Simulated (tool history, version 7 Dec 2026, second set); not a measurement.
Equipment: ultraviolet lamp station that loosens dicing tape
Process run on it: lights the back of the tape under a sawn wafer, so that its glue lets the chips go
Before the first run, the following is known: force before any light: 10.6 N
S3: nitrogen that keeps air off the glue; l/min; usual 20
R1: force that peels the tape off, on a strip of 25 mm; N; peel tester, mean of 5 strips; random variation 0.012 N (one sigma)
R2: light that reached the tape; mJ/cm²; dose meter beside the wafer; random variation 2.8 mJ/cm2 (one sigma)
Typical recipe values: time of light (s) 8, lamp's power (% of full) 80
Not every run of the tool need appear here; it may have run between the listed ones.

{"run": 1, "hour": 0.0, "time of light (s)": 8, "lamp's power (% of full)": 80, "S3": 20, "R1": 0.522, "R2": 390}
{"run": 2, "hour": 29.9, "time of light (s)": 8, "lamp's power (% of full)": 80, "S3": 20, "R1": 0.527, "R2": 396}
{"run": 3, "hour": 79.6, "time of light (s)": 8, "lamp's power (% of full)": 80, "S3": 20, "R1": 0.506, "R2": 397}
{"run": 4, "hour": 122.8, "time of light (s)": 8, "lamp's power (% of full)": 80, "S3": 20, "R1": 0.534, "R2": 396}
{"run": 5, "hour": 154.6, "time of light (s)": 8, "lamp's power (% of full)": 80, "S3": 20, "R1": 0.524, "R2": 393}
{"run": 6, "hour": 180.1, "time of light (s)": 4, "lamp's power (% of full)": 80, "S3": 20, "R1": 2.216, "R2": 201}
{"run": 7, "hour": 232.8, "time of light (s)": 8, "lamp's power (% of full)": 80, "S3": 20, "R1": 0.523, "R2": 396}
{"run": 8, "hour": 280.9, "time of light (s)": 5, "lamp's power (% of full)": 70, "S3": 13, "R1": 2.157, "R2": 212}
{"run": 9, "hour": 308.9, "time of light (s)": 5, "lamp's power (% of full)": 70, "S3": 13, "R1": 2.231, "R2": 219}
{"run": 10, "hour": 352.9, "time of light (s)": 5, "lamp's power (% of full)": 70, "S3": 13, "R1": 2.182, "R2": 214}
{"run": 11, "hour": 408.8, "time of light (s)": 8, "lamp's power (% of full)": 69, "S3": 20, "R1": 0.764, "R2": 337}
{"run": 12, "hour": 438.4, "time of light (s)": 8, "lamp's power (% of full)": 69, "S3": 20, "R1": 0.776, "R2": 340}
{"run": 13, "hour": 471.3, "time of light (s)": 8, "lamp's power (% of full)": 69, "S3": 20, "R1": 0.756, "R2": 341}

3 ways to go on from here, each from the tool as it stands after run 13. What would each give?
{"run": "A", "hour": 504.4, "time of light (s)": 8, "lamp's power (% of full)": 78, "S3": 20, "R1": "?", "R2": "?"}
{"run": "B", "hour": 504.4, "time of light (s)": 5, "lamp's power (% of full)": 80, "S3": 20, "R1": "?", "R2": "?"}
{"run": "C", "hour": 504.4, "time of light (s)": 8, "lamp's power (% of full)": 79, "S3": 20, "R1": "?", "R2": "?"}

run=A R1=0.575 R2=383
run=B R1=1.543 R2=249
run=C R1=0.537 R2=389
Had the tool no hidden state, the same runs would have come out as:
run=A R1=0.574 R2=384
run=B R1=1.541 R2=249
run=C R1=0.536 R2=389
